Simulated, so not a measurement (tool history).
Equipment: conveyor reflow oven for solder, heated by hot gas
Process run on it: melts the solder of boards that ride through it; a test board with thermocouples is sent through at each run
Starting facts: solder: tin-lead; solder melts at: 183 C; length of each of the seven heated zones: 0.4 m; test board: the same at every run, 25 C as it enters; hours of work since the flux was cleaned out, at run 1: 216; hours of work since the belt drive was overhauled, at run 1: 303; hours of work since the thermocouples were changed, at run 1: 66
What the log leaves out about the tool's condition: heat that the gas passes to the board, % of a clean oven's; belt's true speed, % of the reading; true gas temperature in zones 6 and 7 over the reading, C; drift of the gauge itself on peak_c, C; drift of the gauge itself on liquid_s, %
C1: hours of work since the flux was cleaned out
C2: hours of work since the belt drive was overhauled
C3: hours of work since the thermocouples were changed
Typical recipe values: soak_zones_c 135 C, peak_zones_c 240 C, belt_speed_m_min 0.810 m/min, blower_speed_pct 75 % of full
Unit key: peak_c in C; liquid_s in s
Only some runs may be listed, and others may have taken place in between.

Run 1, hour 0.0: usual settings; C1 216; C2 303; C3 66. Result: peak_c 215.2 C, liquid_s 41.1 s.
Run 2, hour 9.2: usual settings; C1 220; C2 306; C3 70. Result: peak_c 215.3 C, liquid_s 41.2 s.
Run 3, hour 16.1: usual settings; C1 222; C2 309; C3 73. Result: peak_c 215.1 C, liquid_s 41.1 s.
Run 4, hour 24.8: usual settings; C1 226; C2 313; C3 76. Result: peak_c 215.1 C, liquid_s 41.0 s.
Run 5, hour 32.6: usual settings; C1 229; C2 316; C3 79. Result: peak_c 215.0 C, liquid_s 41.0 s.
Run 6, hour 41.2: usual settings; C1 232; C2 319; C3 83. Result: peak_c 214.9 C, liquid_s 41.2 s.
Run 7, hour 47.6: usual settings; C1 235; C2 322; C3 85. Result: peak_c 214.8 C, liquid_s 41.2 s.
Run 8, hour 54.9: usual settings; C1 238; C2 325; C3 88. Result: peak_c 214.8 C, liquid_s 41.2 s.
Run 9, hour 64.8: usual settings; C1 242; C2 329; C3 92. Result: peak_c 214.7 C, liquid_s 41.0 s.
Run 10, hour 71.9: usual settings; C1 245; C2 331; C3 95. Result: peak_c 214.6 C, liquid_s 41.0 s.
Run 11, hour 77.4: usual settings; C1 247; C2 334; C3 97. Result: peak_c 214.6 C, liquid_s 41.0 s.
Run 12, hour 87.5: usual settings; C1 251; C2 338; C3 101. Result: peak_c 214.8 C, liquid_s 40.9 s.
Run 13, hour 96.2: usual settings; C1 254; C2 341; C3 105. Result: peak_c 214.6 C, liquid_s 41.1 s.
Run 14, hour 106.3: usual settings but peak_zones_c 253 C; C1 259; C2 345; C3 109. Result: peak_c 225.3 C, liquid_s 47.1 s.
Run 15, hour 114.9: usual settings; C1 262; C2 349; C3 112. Result: peak_c 214.6 C, liquid_s 40.8 s.
Run 16, hour 122.1: usual settings but soak_zones_c 130 C, peak_zones_c 244 C, blower_speed_pct 78 % of full; C1 265; C2 352; C3 115. Result: peak_c 217.1 C, liquid_s 41.4 s.
Run 17, hour 126.7: usual settings but peak_zones_c 235 C, blower_speed_pct 66 % of full; C1 267; C2 353; C3 117. Result: peak_c 208.3 C, liquid_s 35.9 s.
Run 18, hour 136.6: usual settings but soak_zones_c 127 C, peak_zones_c 253 C, belt_speed_m_min 0.665 m/min, blower_speed_pct 53 % of full; C1 271; C2 357; C3 121. Result: peak_c 225.3 C, liquid_s 55.8 s.
Run 19, hour 146.9: usual settings but soak_zones_c 124 C, peak_zones_c 231 C, belt_speed_m_min 0.807 m/min; C1 275; C2 361; C3 125. Result: peak_c 204.6 C, liquid_s 30.4 s.
Run 20, hour 154.4: usual settings but belt_speed_m_min 0.944 m/min, blower_speed_pct 61 % of full; C1 278; C2 364; C3 128. Result: peak_c 203.8 C, liquid_s 26.1 s.
Run 21, hour 163.8: usual settings but belt_speed_m_min 0.944 m/min, blower_speed_pct 77 % of full; C1 282; C2 368; C3 132. Result: peak_c 208.0 C, liquid_s 30.0 s.
Run 22, hour 173.5: usual settings but soak_zones_c 142 C, peak_zones_c 231 C, belt_speed_m_min 0.936 m/min, blower_speed_pct 76 % of full; C1 285; C2 372; C3 136. Result: peak_c 203.6 C, liquid_s 28.2 s.
At hour 183.0: flux residue cleaned out of gas plates and filters.
Run 23, hour 185.7: usual settings but soak_zones_c 147 C, peak_zones_c 253 C, belt_speed_m_min 0.887 m/min, blower_speed_pct 82 % of full; C1 1; C2 375; C3 138. Result: peak_c 229.3 C, liquid_s 48.1 s.
Run 24, hour 195.0: usual settings but soak_zones_c 147 C, peak_zones_c 253 C, belt_speed_m_min 0.887 m/min, blower_speed_pct 78 % of full; C1 5; C2 379; C3 142. Result: peak_c 228.7 C, liquid_s 47.8 s.
Run 25, hour 205.5: usual settings but soak_zones_c 147 C, peak_zones_c 253 C, belt_speed_m_min 0.887 m/min, blower_speed_pct 78 % of full; C1 9; C2 383; C3 146. Result: peak_c 228.4 C, liquid_s 47.8 s.
Run 26, hour 210.7: usual settings but soak_zones_c 137 C, belt_speed_m_min 0.922 m/min; C1 11; C2 385; C3 148. Result: peak_c 213.2 C, liquid_s 35.4 s.
Run 27, hour 215.2: usual settings but soak_zones_c 137 C, belt_speed_m_min 0.922 m/min; C1 13; C2 387; C3 150. Result: peak_c 212.9 C, liquid_s 35.5 s.
Run 28, hour 220.2: usual settings but soak_zones_c 139 C, belt_speed_m_min 0.945 m/min, blower_speed_pct 67 % of full; C1 15; C2 389; C3 152. Result: peak_c 210.3 C, liquid_s 32.7 s.
Run 29, hour 224.8: usual settings but belt_speed_m_min 0.783 m/min; C1 17; C2 391; C3 154. Result: peak_c 219.1 C, liquid_s 45.5 s.
Run 30, hour 230.2: usual settings but belt_speed_m_min 0.783 m/min; C1 19; C2 393; C3 156. Result: peak_c 219.1 C, liquid_s 45.9 s.

Some steps in peak_c, run to run, broken into two amounts with sign: the step expected even without the hidden condition (settings, incoming material, random variation), and the rest, left for the hidden condition together with whatever gauge scatter is not in both the measured and the hidden-condition-free result:
Run 16 -> 17: soak_zones_c 130 -> 135, peak_zones_c 244 -> 235, blower_speed_pct 78 -> 66. peak_c -8.8 C: hidden state +0.5, all else -9.3.
Run 17 -> 18: soak_zones_c 135 -> 127, peak_zones_c 235 -> 253, belt_speed_m_min 0.810 -> 0.665, blower_speed_pct 66 -> 53. peak_c +17.0 C: hidden state +0.1, all else +16.9.
Run 18 -> 19: soak_zones_c 127 -> 124, peak_zones_c 253 -> 231, belt_speed_m_min 0.665 -> 0.807, blower_speed_pct 53 -> 75. peak_c -20.7 C: hidden state -0.5, all else -20.2.
Run 22 -> 23: soak_zones_c 142 -> 147, peak_zones_c 231 -> 253, belt_speed_m_min 0.936 -> 0.887, blower_speed_pct 76 -> 82, flux residue cleaned out of gas plates and filters. peak_c +25.7 C: hidden state +3.8, all else +21.9.
